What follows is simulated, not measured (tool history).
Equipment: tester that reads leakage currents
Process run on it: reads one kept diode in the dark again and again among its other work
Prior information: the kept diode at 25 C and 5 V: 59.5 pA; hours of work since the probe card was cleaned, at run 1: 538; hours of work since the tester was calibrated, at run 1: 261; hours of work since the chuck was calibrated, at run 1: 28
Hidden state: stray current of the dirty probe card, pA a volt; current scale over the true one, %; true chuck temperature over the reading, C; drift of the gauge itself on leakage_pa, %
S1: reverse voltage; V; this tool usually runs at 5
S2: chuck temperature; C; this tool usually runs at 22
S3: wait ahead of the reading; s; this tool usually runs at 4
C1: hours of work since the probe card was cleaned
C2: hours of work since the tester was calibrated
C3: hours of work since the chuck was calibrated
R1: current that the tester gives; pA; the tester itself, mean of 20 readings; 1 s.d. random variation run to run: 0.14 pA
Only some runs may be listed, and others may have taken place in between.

run	hour	S1	S2	S3	C1	C2	C3	R1
1	0	5	22	4	538	261	28	44.89
2	64.3	5	22	4	566	290	56	45.2
3	105.1	5	22	4	585	308	74	44.97
4	132.3	5	22	4	597	320	87	45.03
5	182.9	1.91	22	4	619	343	109	27.87
6	234.6	1.91	22	4	642	366	132	27.89
7	270.2	5	52	4	658	382	148	656.45
8	311.9	5	22	1.59	677	401	167	45.76
9	352.4	5	22	1.59	695	419	185	45.35
10	387.6	5	22	1.59	711	434	201	45.53
11	428.3	5	22	1.59	729	453	219	45.47
12	456.1	5	22	4	741	465	231	45.09
13	508	5	22	6.49	764	488	254	44.7
14	567.1	5	22	4	791	515	281	44.69
15	598.5	7.81	43	1.24	805	529	295	379.8
16	631.9	2.32	22	4	820	543	310	30.39
17	677.8	2.22	48	5.18	840	564	330	313.97
18	722.5	2.67	22	0.52	860	584	350	33.83
19	756.7	15.09	40	0.52	876	599	365	411.24
20	790.6	5	33	0.34	891	614	381	128.85
21	846.5	5	33	0.34	916	639	406	129.79
22	890.4	5	34	1.19	935	659	425	137.55
23	931.8	1.06	37	3.27	954	677	444	83.99
24	968.8	1.06	37	3.12	970	694	460	83.86
25	1007.4	1.06	37	3.12	987	711	477	83.32
26	1037.4	1.06	37	3.12	1001	724	491	83.65
27	1074.9	3.09	37	0.41	1018	741	508	142.58
28	1137.1	1.46	37	1.55	1045	769	535	97.47

Here are 3 independent what-if runs from the current tool condition. What would each one return?
A	1197.2	3.59	45	0.93	1072	796	562	?
B	1197.2	4.28	22	4	1072	796	562	?
C	1197.2	1.46	50	0.44	1072	796	562	?

run	R1
A	305.57
B	40.92
C	298.78
The same runs, with their run-to-run variation unchanged, on a tool lacking any hidden condition would have given:
run	R1
A	316.5
B	41.53
C	309.7
